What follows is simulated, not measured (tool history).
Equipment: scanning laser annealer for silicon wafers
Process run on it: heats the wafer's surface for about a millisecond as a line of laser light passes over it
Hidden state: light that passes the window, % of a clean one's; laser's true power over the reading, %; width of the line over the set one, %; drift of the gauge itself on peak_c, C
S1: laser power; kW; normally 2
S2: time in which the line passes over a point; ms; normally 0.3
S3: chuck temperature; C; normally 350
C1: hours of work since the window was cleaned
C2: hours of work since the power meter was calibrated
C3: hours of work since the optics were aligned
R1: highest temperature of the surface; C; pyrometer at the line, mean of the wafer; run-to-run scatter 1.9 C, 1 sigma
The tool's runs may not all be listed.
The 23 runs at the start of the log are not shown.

run	hour	S1	S2	S3	C1	C2	C3	R1
24	458.9	2.033	0.231	380	479	949	1602	1003
# hour 469.2: window over the wafer cleaned
25	479	2.033	0.231	380	7	963	1615	1018
26	493.4	2.156	0.211	381	18	974	1626	1030
27	509.7	1.985	0.3	367	31	986	1639	1083
28	531.4	2	0.229	323	47	1003	1655	945
29	551.2	2	0.238	363	62	1018	1670	996
30	564.1	2	0.238	363	72	1028	1680	1000
31	576.6	2	0.238	363	82	1037	1690	999
32	598.9	2	0.238	363	99	1054	1707	994
33	611.6	2	0.287	319	108	1064	1716	1020
34	628.9	2	0.287	319	122	1077	1730	1020
35	645.1	1.845	0.316	376	134	1089	1742	1052
36	670.5	2.054	0.215	350	153	1109	1761	964
37	685.7	2.054	0.215	350	165	1120	1773	965
38	708.7	1.992	0.333	317	182	1138	1790	1076
39	729.2	1.791	0.38	389	198	1153	1806	1109

Here are 3 independent what-if runs from the current tool condition. What would each one return?
A	751.2	2	0.3	345	215	1170	1823	?
B	751.2	2	0.242	359	215	1170	1823	?
C	751.2	1.791	0.256	371	215	1170	1823	?

run	R1
A	1064
B	994
C	949
With no hidden state in the tool, these same runs would have given:
run	R1
A	1086
B	1015
C	968

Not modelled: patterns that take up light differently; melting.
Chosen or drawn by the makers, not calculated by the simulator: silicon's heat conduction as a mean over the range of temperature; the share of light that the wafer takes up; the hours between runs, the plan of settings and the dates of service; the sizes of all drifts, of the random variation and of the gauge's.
